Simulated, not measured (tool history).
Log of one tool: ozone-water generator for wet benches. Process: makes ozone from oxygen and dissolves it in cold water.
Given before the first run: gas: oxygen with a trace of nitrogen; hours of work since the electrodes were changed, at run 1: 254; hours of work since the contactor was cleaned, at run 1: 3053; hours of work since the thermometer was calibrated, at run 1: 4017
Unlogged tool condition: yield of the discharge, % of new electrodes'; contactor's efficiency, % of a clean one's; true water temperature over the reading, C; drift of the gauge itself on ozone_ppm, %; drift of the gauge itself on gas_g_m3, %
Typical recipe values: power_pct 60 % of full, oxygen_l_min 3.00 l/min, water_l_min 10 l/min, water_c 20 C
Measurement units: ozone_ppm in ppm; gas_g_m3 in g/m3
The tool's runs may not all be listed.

| run | day | power_pct | oxygen_l_min | water_l_min | water_c | hours of work since the electrodes were changed | hours of work since the contactor was cleaned | hours of work since the thermometer was calibrated | ozone_ppm | gas_g_m3 |
|---|---|---|---|---|---|---|---|---|---|---|
| 1 | 0.000 | 60 | 3.00 | 10 | 20 | 254 | 3053 | 4017 | 10.8 | 129.2 |
| 2 | 2.017 | 60 | 3.00 | 10 | 19 | 292 | 3091 | 4055 | 10.9 | 130.1 |
| 3 | 3.396 | 60 | 3.00 | 10 | 19 | 318 | 3117 | 4081 | 10.9 | 128.6 |
| 4 | 5.421 | 60 | 3.80 | 10 | 19 | 356 | 3155 | 4120 | 10.8 | 114.7 |
| 5 | 7.792 | 60 | 3.00 | 10 | 20 | 401 | 3201 | 4165 | 10.8 | 128.8 |
| 6 | 9.958 | 60 | 3.00 | 10 | 20 | 442 | 3242 | 4206 | 10.5 | 129.6 |
| 7 | 12.771 | 60 | 3.00 | 10 | 23 | 496 | 3295 | 4259 | 10.0 | 129.1 |
| 8 | 14.550 | 60 | 3.00 | 10 | 23 | 530 | 3329 | 4293 | 10.1 | 128.9 |
| 9 | 16.108 | 60 | 3.00 | 10 | 23 | 559 | 3358 | 4323 | 9.9 | 127.1 |
| 10 | 17.471 | 60 | 3.00 | 10 | 23 | 585 | 3384 | 4348 | 10.1 | 127.9 |
| 11 | 19.000 | 60 | 4.77 | 10 | 20 | 614 | 3413 | 4377 | 10.3 | 100.2 |
| 12 | 20.933 | 60 | 3.00 | 10 | 20 | 651 | 3450 | 4414 | 10.4 | 129.8 |
| 13 | 22.492 | 60 | 3.00 | 10 | 15 | 680 | 3479 | 4444 | 11.4 | 129.0 |
| 14 | 24.583 | 60 | 3.00 | 10 | 15 | 720 | 3519 | 4483 | 11.3 | 127.4 |
| 15 | 27.196 | 67 | 3.49 | 10 | 19 | 769 | 3569 | 4533 | 11.3 | 126.5 |
| 16 | 30.083 | 68 | 3.00 | 10 | 15 | 824 | 3623 | 4588 | 12.2 | 135.3 |
|  | 30.438 | contactor cleaned |
| 17 | 31.875 | 60 | 3.00 | 11 | 20 | 855 | 27 | 4618 | 9.3 | 128.8 |
| 18 | 33.900 | 60 | 3.00 | 11 | 17 | 893 | 66 | 4657 | 9.6 | 127.5 |
| 19 | 35.879 | 60 | 2.81 | 8 | 27 | 931 | 103 | 4694 | 10.4 | 131.6 |
|  | 37.838 | contactor cleaned, once more |
| 20 | 38.062 | 60 | 2.81 | 8 | 27 | 969 | 4 | 4733 | 11.5 | 130.9 |
| 21 | 40.392 | 79 | 2.14 | 8 | 27 | 1013 | 48 | 4777 | 14.1 | 177.4 |
| 22 | 41.842 | 79 | 5.00 | 7 | 18 | 1041 | 76 | 4804 | 16.2 | 114.8 |
| 23 | 43.696 | 60 | 2.41 | 10 | 27 | 1076 | 111 | 4839 | 9.9 | 140.7 |
| 24 | 46.267 | 73 | 3.00 | 8 | 20 | 1125 | 160 | 4888 | 14.5 | 140.6 |
| 25 | 48.288 | 73 | 3.00 | 8 | 20 | 1163 | 198 | 4927 | 14.5 | 140.4 |
| 26 | 50.321 | 73 | 3.00 | 8 | 20 | 1202 | 237 | 4965 | 14.4 | 140.2 |
| 27 | 53.150 | 55 | 1.82 | 11 | 15 | 1255 | 290 | 5019 | 10.0 | 154.3 |
| 28 | 55.608 | 55 | 1.82 | 11 | 15 | 1302 | 337 | 5065 | 9.6 | 153.8 |

Predict each of these 4 candidate next runs independently; none follows another, all start after run 28:
| A | 57.654 | 60 | 4.99 | 10 | 20 | 1341 | 376 | 5104 | ? | ? |
| B | 57.654 | 55 | 1.88 | 11 | 24 | 1341 | 376 | 5104 | ? | ? |
| C | 57.654 | 84 | 3.00 | 12 | 20 | 1341 | 376 | 5104 | ? | ? |
| D | 57.654 | 92 | 1.82 | 8 | 15 | 1341 | 376 | 5104 | ? | ? |

| run | ozone_ppm | gas_g_m3 |
|---|---|---|
| A | 10.4 | 95.1 |
| B | 8.8 | 150.4 |
| C | 11.2 | 151.4 |
| D | 17.4 | 207.2 |
What these runs would have given with no unlogged condition in the tool:
| run | ozone_ppm | gas_g_m3 |
|---|---|---|
| A | 11.1 | 99.2 |
| B | 9.4 | 156.4 |
| C | 12.1 | 159.3 |
| D | 18.8 | 218.4 |
